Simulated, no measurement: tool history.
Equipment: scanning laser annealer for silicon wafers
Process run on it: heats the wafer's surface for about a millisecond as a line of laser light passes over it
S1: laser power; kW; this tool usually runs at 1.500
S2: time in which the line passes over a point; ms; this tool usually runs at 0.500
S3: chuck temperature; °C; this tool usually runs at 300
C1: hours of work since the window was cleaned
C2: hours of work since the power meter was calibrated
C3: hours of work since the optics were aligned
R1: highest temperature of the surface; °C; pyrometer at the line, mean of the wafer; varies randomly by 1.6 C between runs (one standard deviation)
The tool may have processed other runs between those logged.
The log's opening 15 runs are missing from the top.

{"run": 16, "day": 5.038, "S1": 1.5, "S2": 0.432, "S3": 300, "C1": 806, "C2": 315, "C3": 949, "R1": 929}
{"run": 17, "day": 5.333, "S1": 1.386, "S2": 0.412, "S3": 327, "C1": 810, "C2": 319, "C3": 953, "R1": 889}
{"run": 18, "day": 5.679, "S1": 1.63, "S2": 0.393, "S3": 320, "C1": 815, "C2": 324, "C3": 958, "R1": 977}
{"run": 19, "day": 6.054, "S1": 1.588, "S2": 0.356, "S3": 320, "C1": 820, "C2": 329, "C3": 963, "R1": 922}
{"day": 6.308, "done": "window over the wafer cleaned"}
{"run": 20, "day": 6.533, "S1": 1.588, "S2": 0.356, "S3": 320, "C1": 3, "C2": 335, "C3": 969, "R1": 942}
{"run": 21, "day": 6.725, "S1": 1.588, "S2": 0.356, "S3": 320, "C1": 6, "C2": 338, "C3": 972, "R1": 943}
{"run": 22, "day": 7.104, "S1": 1.551, "S2": 0.395, "S3": 339, "C1": 11, "C2": 343, "C3": 977, "R1": 980}
{"run": 23, "day": 7.375, "S1": 1.5, "S2": 0.487, "S3": 300, "C1": 15, "C2": 347, "C3": 981, "R1": 989}
{"run": 24, "day": 7.662, "S1": 1.43, "S2": 0.374, "S3": 300, "C1": 19, "C2": 351, "C3": 985, "R1": 866}
{"run": 25, "day": 8.096, "S1": 1.361, "S2": 0.43, "S3": 300, "C1": 25, "C2": 357, "C3": 991, "R1": 876}
{"run": 26, "day": 8.358, "S1": 1.43, "S2": 0.379, "S3": 334, "C1": 29, "C2": 361, "C3": 995, "R1": 905}
{"run": 27, "day": 8.562, "S1": 1.29, "S2": 0.394, "S3": 300, "C1": 32, "C2": 364, "C3": 998, "R1": 818}
{"run": 28, "day": 8.821, "S1": 1.605, "S2": 0.394, "S3": 323, "C1": 36, "C2": 367, "C3": 1001, "R1": 988}
{"run": 29, "day": 9.221, "S1": 1.451, "S2": 0.394, "S3": 280, "C1": 41, "C2": 373, "C3": 1007, "R1": 875}
{"run": 30, "day": 9.454, "S1": 1.403, "S2": 0.502, "S3": 310, "C1": 45, "C2": 377, "C3": 1010, "R1": 955}
{"run": 31, "day": 9.658, "S1": 1.383, "S2": 0.445, "S3": 310, "C1": 48, "C2": 379, "C3": 1013, "R1": 908}

Each row is a separate what-if for the run after 31, all from the same tool condition, not one after another. Results?
{"run": "A", "day": 9.854, "S1": 1.385, "S2": 0.391, "S3": 325, "C1": 50, "C2": 382, "C3": 1016, "R1": "?"}
{"run": "B", "day": 9.854, "S1": 1.5, "S2": 0.41, "S3": 329, "C1": 50, "C2": 382, "C3": 1016, "R1": "?"}
{"run": "C", "day": 9.854, "S1": 1.383, "S2": 0.563, "S3": 284, "C1": 50, "C2": 382, "C3": 1016, "R1": "?"}
{"run": "D", "day": 9.854, "S1": 1.383, "S2": 0.362, "S3": 322, "C1": 50, "C2": 382, "C3": 1016, "R1": "?"}

run=A R1=885
run=B R1=956
run=C R1=960
run=D R1=858
Take away the tool's hidden state, keep each run's random variation, and the runs would have read:
run=A R1=891
run=B R1=963
run=C R1=968
run=D R1=863
